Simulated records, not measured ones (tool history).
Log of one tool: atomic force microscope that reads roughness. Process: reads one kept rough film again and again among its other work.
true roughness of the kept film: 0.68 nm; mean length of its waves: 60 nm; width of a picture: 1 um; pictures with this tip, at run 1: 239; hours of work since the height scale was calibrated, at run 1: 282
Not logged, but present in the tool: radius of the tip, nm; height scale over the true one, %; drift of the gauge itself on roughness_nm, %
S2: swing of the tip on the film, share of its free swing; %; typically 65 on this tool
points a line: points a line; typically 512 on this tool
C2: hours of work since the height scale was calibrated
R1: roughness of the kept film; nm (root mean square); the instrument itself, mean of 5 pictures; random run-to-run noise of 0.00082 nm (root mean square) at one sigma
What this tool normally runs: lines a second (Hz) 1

run 1 day=0 | lines_a_second_(Hz)=1 S2=65 points_a_line=512 | pictures_with_this_tip=239 C2=282 | R1=0.6419
run 2 day=2.412 | lines_a_second_(Hz)=1 S2=65 points_a_line=512 | pictures_with_this_tip=294 C2=316 | R1=0.6424
run 3 day=4.375 | lines_a_second_(Hz)=1 S2=65 points_a_line=512 | pictures_with_this_tip=339 C2=344 | R1=0.6404
-- day=5.121 new tip fitted
run 4 day=5.971 | lines_a_second_(Hz)=0.52 S2=65 points_a_line=512 | pictures_with_this_tip=19 C2=367 | R1=0.6632
run 5 day=7.079 | lines_a_second_(Hz)=0.52 S2=65 points_a_line=512 | pictures_with_this_tip=44 C2=383 | R1=0.6625
run 6 day=9.542 | lines_a_second_(Hz)=0.52 S2=65 points_a_line=512 | pictures_with_this_tip=100 C2=418 | R1=0.6604
run 7 day=11.058 | lines_a_second_(Hz)=0.52 S2=65 points_a_line=512 | pictures_with_this_tip=135 C2=440 | R1=0.6624
run 8 day=12.421 | lines_a_second_(Hz)=0.52 S2=65 points_a_line=512 | pictures_with_this_tip=166 C2=459 | R1=0.6602
run 9 day=13.638 | lines_a_second_(Hz)=1 S2=65 points_a_line=471 | pictures_with_this_tip=193 C2=477 | R1=0.6472
run 10 day=15.829 | lines_a_second_(Hz)=1 S2=81 points_a_line=471 | pictures_with_this_tip=243 C2=508 | R1=0.6095
run 11 day=18.071 | lines_a_second_(Hz)=1 S2=81 points_a_line=471 | pictures_with_this_tip=294 C2=540 | R1=0.6096
run 12 day=19.283 | lines_a_second_(Hz)=1 S2=81 points_a_line=471 | pictures_with_this_tip=321 C2=557 | R1=0.6096
run 13 day=20.608 | lines_a_second_(Hz)=1 S2=66 points_a_line=512 | pictures_with_this_tip=351 C2=576 | R1=0.6421
-- day=20.812 new tip fitted
run 14 day=22.183 | lines_a_second_(Hz)=1 S2=66 points_a_line=512 | pictures_with_this_tip=31 C2=598 | R1=0.6504
run 15 day=24.462 | lines_a_second_(Hz)=1 S2=66 points_a_line=512 | pictures_with_this_tip=83 C2=631 | R1=0.6501
run 16 day=25.683 | lines_a_second_(Hz)=1 S2=69 points_a_line=465 | pictures_with_this_tip=111 C2=648 | R1=0.643
run 17 day=26.75 | lines_a_second_(Hz)=1 S2=69 points_a_line=303 | pictures_with_this_tip=135 C2=664 | R1=0.6425
run 18 day=28.521 | lines_a_second_(Hz)=1 S2=69 points_a_line=303 | pictures_with_this_tip=175 C2=689 | R1=0.6416
run 19 day=30.554 | lines_a_second_(Hz)=0.9 S2=76 points_a_line=372 | pictures_with_this_tip=221 C2=718 | R1=0.63
run 20 day=33.054 | lines_a_second_(Hz)=3.27 S2=65 points_a_line=512 | pictures_with_this_tip=278 C2=754 | R1=0.5911
run 21 day=34.867 | lines_a_second_(Hz)=3.27 S2=65 points_a_line=512 | pictures_with_this_tip=319 C2=780 | R1=0.5899
run 22 day=35.912 | lines_a_second_(Hz)=1 S2=64 points_a_line=679 | pictures_with_this_tip=343 C2=795 | R1=0.6505
-- day=36.5 new tip fitted
run 23 day=37.379 | lines_a_second_(Hz)=0.73 S2=65 points_a_line=512 | pictures_with_this_tip=20 C2=815 | R1=0.6632
run 24 day=39.079 | lines_a_second_(Hz)=3.43 S2=58 points_a_line=791 | pictures_with_this_tip=59 C2=840 | R1=0.6246
run 25 day=40.242 | lines_a_second_(Hz)=3.43 S2=58 points_a_line=791 | pictures_with_this_tip=85 C2=856 | R1=0.6237

3 options for the next run, each taken on its own from the tool as it stands now. Forecast them:
run A day=41.675 | lines_a_second_(Hz)=2.32 S2=81 points_a_line=531 | pictures_with_this_tip=118 C2=877 | R1=?
run B day=41.675 | lines_a_second_(Hz)=0.93 S2=59 points_a_line=952 | pictures_with_this_tip=118 C2=877 | R1=?
run C day=41.675 | lines_a_second_(Hz)=1.94 S2=59 points_a_line=811 | pictures_with_this_tip=118 C2=877 | R1=?

run=A R1=0.5484
run=B R1=0.6637
run=C R1=0.6448
With the hidden condition removed and each run's random variation left untouched, the same runs would have given:
run=A R1=0.5415
run=B R1=0.6554
run=C R1=0.6366

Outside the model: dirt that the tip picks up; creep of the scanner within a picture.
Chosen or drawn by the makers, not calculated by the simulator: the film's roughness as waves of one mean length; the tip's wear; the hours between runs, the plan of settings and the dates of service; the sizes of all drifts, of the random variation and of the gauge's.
